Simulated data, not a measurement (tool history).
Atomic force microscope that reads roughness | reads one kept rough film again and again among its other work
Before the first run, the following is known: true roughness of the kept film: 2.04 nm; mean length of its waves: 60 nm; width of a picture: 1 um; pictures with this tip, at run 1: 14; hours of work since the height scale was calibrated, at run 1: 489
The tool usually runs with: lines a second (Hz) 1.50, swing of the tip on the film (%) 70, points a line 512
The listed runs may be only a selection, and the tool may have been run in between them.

run	hour	lines a second (Hz)	swing of the tip on the film (%)	points a line	pictures with this tip	hours of work since the height scale was calibrated	roughness of the kept film (nm (root mean square))
1	0.0	1.50	70	512	14	489	1.925
2	31.5	1.50	70	512	51	509	1.932
# hour 52.2: new tip fitted
3	93.9	1.50	70	512	49	547	1.906
# hour 112.4: new tip fitted
4	135.3	3.46	70	512	28	572	1.815
# hour 173.2: new tip fitted
5	188.3	1.19	70	512	18	604	1.943
# hour 234.8: new tip fitted
6	246.0	1.19	70	512	13	639	1.946
7	275.4	1.19	70	512	48	657	1.942
# hour 294.0: new tip fitted
8	316.9	1.50	70	512	27	682	1.916
9	350.7	1.50	70	512	67	703	1.924
# hour 357.3: new tip fitted
10	399.9	1.50	70	512	51	733	1.920
# hour 417.7: new tip fitted
11	437.5	2.11	70	512	23	756	1.883
# hour 480.0: new tip fitted
12	482.1	2.11	70	512	3	783	1.878
13	527.5	2.11	70	512	57	811	1.872
# hour 541.3: new tip fitted
14	558.4	1.50	70	1004	21	830	1.937
15	586.8	1.50	70	1004	54	847	1.931
# hour 602.0: new tip fitted
16	645.8	1.50	70	1004	52	883	1.925
# hour 661.6: new tip fitted
17	697.7	1.50	70	1004	43	914	1.921
# hour 725.4: new tip fitted
18	742.9	1.50	70	512	21	942	1.925
# hour 786.6: new tip fitted
19	794.9	1.50	70	512	9	974	1.921
# hour 847.1: new tip fitted
# hour 851.3: height scale calibrated on a step standard
20	854.5	1.50	70	512	8	2	1.934
21	883.0	1.50	70	512	41	19	1.923
# hour 908.3: new tip fitted
22	928.6	1.50	70	512	24	47	1.929
# hour 971.3: new tip fitted
23	978.3	1.50	77	512	9	77	1.879
24	1008.7	1.50	77	512	45	96	1.886
# hour 1033.4: new tip fitted
25	1043.9	0.86	62	812	12	117	1.992
26	1091.3	0.86	62	812	68	146	1.963
# hour 1094.7: new tip fitted
27	1146.2	4.00	69	799	61	180	1.782
# hour 1155.1: new tip fitted
28	1211.6	0.66	63	548	67	220	1.990
# hour 1216.5: new tip fitted
# hour 1276.0: new tip fitted
29	1278.5	2.76	76	512	3	260	1.802
# hour 1335.8: new tip fitted
30	1338.0	2.34	76	648	3	296	1.828
31	1371.1	1.46	70	512	42	317	1.925
# hour 1397.3: new tip fitted
32	1426.7	1.46	79	512	35	351	1.876
# hour 1458.7: new tip fitted
33	1477.8	2.76	57	414	23	382	1.924
# hour 1518.6: new tip fitted
34	1519.1	0.51	57	570	0	407	1.994
35	1571.1	2.62	74	522	62	439	1.811
# hour 1579.7: new tip fitted
36	1625.2	2.62	74	674	54	472	1.819
# hour 1643.6: new tip fitted
37	1679.3	2.62	74	674	43	505	1.811
# hour 1707.0: new tip fitted
38	1737.3	2.62	74	674	36	540	1.825
# hour 1767.5: new tip fitted
39	1788.2	2.62	74	674	25	571	1.832
# hour 1828.6: new tip fitted
40	1844.8	2.62	74	674	20	605	1.808
41	1885.5	2.21	64	575	68	630	1.930
# hour 1890.7: new tip fitted
42	1941.7	0.54	56	498	60	664	1.989
# hour 1953.6: new tip fitted
43	2007.5	0.54	56	440	64	705	2.006
# hour 2013.1: new tip fitted
44	2038.8	0.54	56	440	31	724	2.001
# hour 2076.3: new tip fitted
45	2078.5	0.79	88	464	2	748	1.889

Across each entry between runs, compare the hidden state at the last listed run before it with the hidden state at the first listed run after it:
Logged between run 2 and run 3: new tip fitted (hour 52.2)
  radius of the tip, nm: 6.1 -> 6.2; height scale over the true one, %: 0.15 -> 0.16
Logged between run 3 and run 4: new tip fitted (hour 112.4)
  radius of the tip, nm: 6.2 -> 5.7; height scale over the true one, %: 0.16 -> 0.17
Logged between run 4 and run 5: new tip fitted (hour 173.2)
  radius of the tip, nm: 5.7 -> 5.4; height scale over the true one, %: 0.17 -> 0.18
Logged between run 5 and run 6: new tip fitted (hour 234.8)
  radius of the tip, nm: 5.4 -> 5.2; height scale over the true one, %: 0.18 -> 0.19
Logged between run 7 and run 8: new tip fitted (hour 294.0)
  radius of the tip, nm: 6.1 -> 5.6; height scale over the true one, %: 0.19 -> 0.2
Logged between run 9 and run 10: new tip fitted (hour 357.3)
  radius of the tip, nm: 6.5 -> 6.1; height scale over the true one, %: 0.2 -> 0.21
Logged between run 10 and run 11: new tip fitted (hour 417.7)
  radius of the tip, nm: 6.1 -> 5.5; height scale over the true one, %: 0.21 -> 0.22
Logged between run 11 and run 12: new tip fitted (hour 480.0)
  radius of the tip, nm: 5.5 -> 5.1; height scale over the true one, %: 0.22 -> 0.23
Logged between run 13 and run 14: new tip fitted (hour 541.3)
  radius of the tip, nm: 6.3 -> 5.5; height scale over the true one, %: 0.23 -> 0.24
Logged between run 15 and run 16: new tip fitted (hour 602.0)
  radius of the tip, nm: 6.3 -> 6.2; height scale over the true one, %: 0.24 -> 0.25
Logged between run 16 and run 17: new tip fitted (hour 661.6)
  radius of the tip, nm: 6.2 -> 5.9; height scale over the true one, %: 0.25 -> 0.26
Logged between run 17 and run 18: new tip fitted (hour 725.4)
  radius of the tip, nm: 5.9 -> 5.4; height scale over the true one, %: 0.26 -> 0.27
Logged between run 18 and run 19: new tip fitted (hour 786.6)
  radius of the tip, nm: 5.4 -> 5.2; height scale over the true one, %: 0.27 -> 0.28
Logged between run 19 and run 20: new tip fitted (hour 847.1); height scale calibrated on a step standard (hour 851.3)
  radius of the tip, nm: 5.2 -> 5.1; height scale over the true one, %: 0.28 -> 0
Logged between run 21 and run 22: new tip fitted (hour 908.3)
  radius of the tip, nm: 5.8 -> 5.6; height scale over the true one, %: 0 -> 0.01
Logged between run 22 and run 23: new tip fitted (hour 971.3)
  radius of the tip, nm: 5.6 -> 5.2; height scale over the true one, %: 0.01 -> 0.02
Logged between run 24 and run 25: new tip fitted (hour 1033.4)
  radius of the tip, nm: 6 -> 5.3; height scale over the true one, %: 0.02 -> 0.03
Logged between run 26 and run 27: new tip fitted (hour 1094.7)
  radius of the tip, nm: 6.4 -> 6.3; height scale over the true one, %: 0.04 -> 0.05
Logged between run 27 and run 28: new tip fitted (hour 1155.1)
  radius of the tip, nm: 6.3 -> 6.4; height scale over the true one, %: 0.05 -> 0.06
Logged between run 28 and run 29: new tip fitted (hour 1216.5); new tip fitted (hour 1276.0)
  radius of the tip, nm: 6.4 -> 5.1; height scale over the true one, %: 0.06 -> 0.07
Logged between run 29 and run 30: new tip fitted (hour 1335.8)
  height scale over the true one, %: 0.07 -> 0.08
Logged between run 31 and run 32: new tip fitted (hour 1397.3)
  radius of the tip, nm: 5.9 -> 5.7; height scale over the true one, %: 0.08 -> 0.09
Logged between run 32 and run 33: new tip fitted (hour 1458.7)
  radius of the tip, nm: 5.7 -> 5.5; height scale over the true one, %: 0.09 -> 0.1
Logged between run 33 and run 34: new tip fitted (hour 1518.6)
  radius of the tip, nm: 5.5 -> 5
Logged between run 35 and run 36: new tip fitted (hour 1579.7)
  radius of the tip, nm: 6.3 -> 6.1; height scale over the true one, %: 0.11 -> 0.12
Logged between run 36 and run 37: new tip fitted (hour 1643.6)
  radius of the tip, nm: 6.1 -> 6; height scale over the true one, %: 0.12 -> 0.13
Logged between run 37 and run 38: new tip fitted (hour 1707.0)
  radius of the tip, nm: 6 -> 5.7; height scale over the true one, %: 0.13 -> 0.14
Logged between run 38 and run 39: new tip fitted (hour 1767.5)
  radius of the tip, nm: 5.7 -> 5.5; height scale over the true one, %: 0.14 -> 0.15
Logged between run 39 and run 40: new tip fitted (hour 1828.6)
  radius of the tip, nm: 5.5 -> 5.4; height scale over the true one, %: 0.15 -> 0.16
Logged between run 41 and run 42: new tip fitted (hour 1890.7)
  radius of the tip, nm: 6.5 -> 6.4; height scale over the true one, %: 0.16 -> 0.17
Logged between run 42 and run 43: new tip fitted (hour 1953.6)
  height scale over the true one, %: 0.17 -> 0.18
Logged between run 43 and run 44: new tip fitted (hour 2013.1)
  radius of the tip, nm: 6.4 -> 5.7; height scale over the true one, %: 0.18 -> 0.19
Logged between run 44 and run 45: new tip fitted (hour 2076.3)
  radius of the tip, nm: 5.7 -> 5.1; height scale over the true one, %: 0.19 -> 0.2
